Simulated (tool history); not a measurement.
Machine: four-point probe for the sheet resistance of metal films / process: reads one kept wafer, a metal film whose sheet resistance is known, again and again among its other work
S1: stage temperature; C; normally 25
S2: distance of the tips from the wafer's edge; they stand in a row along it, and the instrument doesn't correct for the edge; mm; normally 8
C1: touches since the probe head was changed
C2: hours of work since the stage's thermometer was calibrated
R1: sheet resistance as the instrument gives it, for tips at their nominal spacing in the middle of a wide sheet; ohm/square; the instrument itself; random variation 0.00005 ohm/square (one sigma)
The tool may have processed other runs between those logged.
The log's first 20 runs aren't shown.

run    hour  S1  S2      C1    C2        R1
 21  1576.9  25   3  117205   887  0.263412
 22  1631.3  25   3  118561   913  0.263557
 23  1683.2  25   3  119855   939   0.26355
 24  1760.3  22   4  121779   976  0.258088
 25  1874.1  29   5  124616  1032  0.254245
     1928.4  -- new probe head fitted
 26  1958.7  29   5     754  1073  0.252103
 27  2033.8  29   5    2628  1110  0.252192
 28  2129.5  30   3    5014  1156  0.260649
 29  2237.8  30   3    7714  1209  0.260732
 30  2290.8  33   3    9036  1235  0.260282
 31  2355.1  20  47   10638  1267  0.248396
     2386.4  -- stage's thermometer calibrated
 32  2471.3  20  47   13524    41  0.248798
 33  2530.2  19  11   14991    70  0.250017
 34  2592.2  19  11   16538   101  0.250095
 35    2669  19  11   18454   138  0.250123
 36  2742.3  28   4   20282   174  0.255677
 37    2798  22  30   21668   201  0.248697
 38  2855.8  27   8   23111   229  0.250005
 39  2961.4  22  24   25743   281  0.248829
 40  3014.7  24  25   27071   307  0.248608
 41    3120  33  36   29699   359  0.247149
 42  3231.1  25  16   32470   413  0.248794
 43  3296.7  19   6   34104   445   0.25308
 44  3391.1  26  25   36457   491  0.248486

Branching from run 44: 3 alternative next runs. What would each branch give?
  A  3468.3  27   8  38383  529   ?
  B  3468.3  21  20  38383  529   ?
  C  3468.3  30  44  38383  529   ?

run        R1
  A  0.250284
  B  0.249372
  C  0.247817
What these runs would have given with no unlogged condition in the tool:
run        R1
  A  0.249306
  B  0.248398
  C  0.246847
